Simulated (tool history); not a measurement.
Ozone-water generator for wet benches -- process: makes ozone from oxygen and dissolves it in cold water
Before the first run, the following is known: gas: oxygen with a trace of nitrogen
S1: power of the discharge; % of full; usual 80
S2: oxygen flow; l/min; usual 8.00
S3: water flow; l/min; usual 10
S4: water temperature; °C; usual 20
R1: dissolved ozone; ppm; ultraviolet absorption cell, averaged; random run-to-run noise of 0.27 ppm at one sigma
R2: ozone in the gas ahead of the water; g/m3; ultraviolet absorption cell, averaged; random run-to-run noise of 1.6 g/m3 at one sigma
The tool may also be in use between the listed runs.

run    hour  S1    S2  S3  S4    R1     R2
  1     0.0  80  8.00  10  20  36.0  271.0
  2   131.8  80  8.00  10  20  35.6  269.8
  3   227.8  80  8.00  10  20  35.3  271.6
  4   350.1  80  8.00  10  20  35.4  271.2
  5   435.2  80  8.00  10  20  35.4  269.1
  6   553.2  80  8.00  10  20  35.2  268.4
  7   693.8  80  8.00  15  20  27.1  268.7
  8   846.0  80  8.00  15  20  27.0  266.2
      856.9  -- contactor cleaned
  9   964.3  80  8.00  15  20  26.5  264.5
 10  1086.9  80  8.00  15  20  26.1  265.9
 11  1234.0  80  8.00  15  20  25.9  262.9
 12  1318.8  80  8.00  15  20  25.9  265.5
     1347.0  -- contactor cleaned, once more
 13  1392.2  76  7.75  10  21  35.4  257.9
 14  1519.5  76  7.75  10  21  35.1  258.9
 15  1586.4  77  9.96  10  21  32.6  225.2
 16  1734.4  77  9.96  10  21  32.1  222.6
 17  1886.8  77  9.96  10  21  31.9  222.0
 18  2031.5  77  9.96  10  21  31.9  222.1
 19  2186.8  80  8.00  10  22  34.5  260.8
 20  2250.2  41  8.85  12  27  16.3  148.7
 21  2336.7  80  6.91  10  16  41.8  283.1
 22  2481.3  80  5.75  15  20  30.3  316.8
 23  2592.1  70  8.00  10  20  32.1  233.1

Measured minus without-hidden-state, run by run (identical run-to-run variation in each term; gauge scatter may differ):
Unlogged tool condition in this case: yield of the discharge, % of new electrodes'; contactor's efficiency, % of a clean one's; true water temperature over the reading, C; drift of the gauge itself on ozone_ppm, %; drift of the gauge itself on gas_g_m3, %.
run    R1     R2
  1  -6.3  -25.7
  2  -6.4  -26.3
  3  -6.6  -27.2
  4  -6.7  -27.9
  5  -6.8  -28.3
  6  -6.9  -28.9
  7  -5.9  -30.0
  8  -5.9  -30.7
  9  -7.0  -31.3
 10  -7.0  -32.1
 11  -7.1  -32.9
 12  -7.2  -33.7
 13  -4.6  -32.0
 14  -4.7  -32.9
 15  -4.5  -29.2
 16  -4.7  -29.7
 17  -4.8  -30.6
 18  -5.0  -31.5
 19  -5.8  -38.8
 20  -1.6  -11.4
 21  -7.2  -43.4
 22  -5.5  -49.9
 23  -5.4  -33.6
